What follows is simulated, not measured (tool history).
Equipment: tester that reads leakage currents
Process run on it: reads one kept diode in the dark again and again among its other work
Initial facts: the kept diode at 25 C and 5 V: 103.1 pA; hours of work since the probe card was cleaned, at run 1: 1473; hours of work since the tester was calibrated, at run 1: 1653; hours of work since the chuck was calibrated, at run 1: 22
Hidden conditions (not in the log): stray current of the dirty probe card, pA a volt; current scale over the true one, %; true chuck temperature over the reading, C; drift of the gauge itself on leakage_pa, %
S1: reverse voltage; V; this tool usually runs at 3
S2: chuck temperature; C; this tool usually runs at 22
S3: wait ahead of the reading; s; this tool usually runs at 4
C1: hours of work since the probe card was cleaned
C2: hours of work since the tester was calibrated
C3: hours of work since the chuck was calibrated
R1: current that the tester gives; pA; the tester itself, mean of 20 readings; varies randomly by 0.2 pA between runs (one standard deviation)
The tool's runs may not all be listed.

| run | hour | S1 | S2 | S3 | C1 | C2 | C3 | R1 |
|---|---|---|---|---|---|---|---|---|
| 1 | 0 | 3 | 22 | 4 | 1473 | 1653 | 22 | 68.12 |
| 2 | 94.4 | 3 | 22 | 4 | 1511 | 1691 | 60 | 67.63 |
| 3 | 192.1 | 3 | 22 | 4 | 1550 | 1730 | 99 | 67.53 |
| 4 | 265.7 | 3 | 22 | 4 | 1580 | 1760 | 129 | 67.56 |
| 5 | 325.4 | 3 | 22 | 4 | 1604 | 1784 | 153 | 67.86 |
| 6 | 400.7 | 3 | 22 | 4 | 1634 | 1814 | 183 | 67.68 |
| 7 | 504.8 | 3 | 24 | 4 | 1676 | 1856 | 225 | 79.06 |
| 8 | 559.2 | 1.68 | 22 | 4 | 1698 | 1878 | 247 | 50.78 |
| 9 | 663.3 | 1.68 | 20 | 4 | 1740 | 1920 | 289 | 42.92 |
| 10 | 756.3 | 3 | 22 | 4 | 1777 | 1957 | 326 | 67.32 |
| 11 | 837.5 | 3 | 40 | 4 | 1810 | 1990 | 359 | 275.61 |
| 12 | 895.7 | 3 | 40 | 4 | 1833 | 2013 | 382 | 273.15 |
| 13 | 955.2 | 3 | 23 | 4 | 1857 | 2037 | 406 | 72.5 |
|  | 962.8 | tester calibrated |
| 14 | 1006.9 | 3 | 23 | 4 | 1877 | 18 | 426 | 73.05 |
| 15 | 1079.5 | 3 | 23 | 4 | 1907 | 47 | 455 | 73.04 |
| 16 | 1172 | 3 | 22 | 4 | 1944 | 84 | 493 | 67.26 |
| 17 | 1282.4 | 3 | 22 | 4 | 1988 | 129 | 537 | 67.08 |
| 18 | 1350.2 | 3 | 22 | 4 | 2016 | 156 | 564 | 66.73 |
|  | 1366.2 | tester calibrated, once more |
| 19 | 1455.1 | 3 | 22 | 4 | 2057 | 36 | 606 | 65.83 |
| 20 | 1513.1 | 3 | 22 | 4 | 2080 | 59 | 629 | 65.7 |
|  | 1568.7 | chuck's temperature calibrated |
| 21 | 1587.5 | 3 | 22 | 4 | 2109 | 88 | 8 | 67.65 |
| 22 | 1645.1 | 6.62 | 22 | 1.62 | 2133 | 111 | 31 | 101.77 |
| 23 | 1703.5 | 4.35 | 47 | 1.08 | 2156 | 135 | 54 | 545.49 |
| 24 | 1761.1 | 3 | 38 | 2.58 | 2179 | 158 | 77 | 235.78 |
| 25 | 1859.3 | 3.23 | 24 | 0.49 | 2219 | 198 | 117 | 84.4 |
| 26 | 1926 | 4.74 | 20 | 1.83 | 2246 | 224 | 144 | 72.96 |
| 27 | 1974.5 | 4.74 | 41 | 3.84 | 2265 | 244 | 163 | 365.7 |
| 28 | 2079.6 | 4.74 | 41 | 3.84 | 2307 | 286 | 206 | 363.04 |
| 29 | 2191.6 | 17.12 | 21 | 3.84 | 2352 | 331 | 251 | 156.07 |
| 30 | 2263 | 4.55 | 34 | 4 | 2381 | 360 | 279 | 210.26 |
| 31 | 2321 | 17.95 | 22 | 4 | 2405 | 383 | 303 | 173.46 |
| 32 | 2432.3 | 3.31 | 22 | 0.36 | 2449 | 428 | 348 | 73.1 |
| 33 | 2537.9 | 1.38 | 45 | 7.33 | 2492 | 471 | 390 | 270.68 |
| 34 | 2631.4 | 2.84 | 41 | 3.29 | 2530 | 508 | 428 | 283.08 |
| 35 | 2726.5 | 2.84 | 41 | 3.29 | 2568 | 547 | 466 | 282.2 |
| 36 | 2781.4 | 3.91 | 22 | 4.2 | 2590 | 569 | 488 | 76.97 |
| 37 | 2874.8 | 8.61 | 22 | 0.62 | 2627 | 606 | 526 | 119.22 |
| 38 | 2954.8 | 3 | 58 | 1.4 | 2660 | 639 | 558 | 962.12 |
| 39 | 3041.4 | 14.06 | 30 | 8.43 | 2694 | 673 | 593 | 267.8 |
| 40 | 3157.4 | 14.06 | 30 | 8.43 | 2741 | 720 | 639 | 268.88 |

Each row is a separate what-if for the run after 40, all from the same tool condition, not one after another. Results?
|  | 3189.1 | chuck's temperature calibrated |
| A | 3227.5 | 3 | 23 | 4 | 2769 | 747 | 15 | ? |
|  | 3189.1 | chuck's temperature calibrated |
| B | 3227.5 | 10.7 | 44 | 3.28 | 2769 | 747 | 15 | ? |
|  | 3189.1 | chuck's temperature calibrated |
| C | 3227.5 | 1.29 | 52 | 1.79 | 2769 | 747 | 15 | ? |

| run | R1 |
|---|---|
| A | 74.72 |
| B | 675.18 |
| C | 445.53 |
Stripped of hidden state, with their random variation kept, the same runs would have yielded:
| run | R1 |
|---|---|
| A | 69.06 |
| B | 656.57 |
| C | 444.89 |
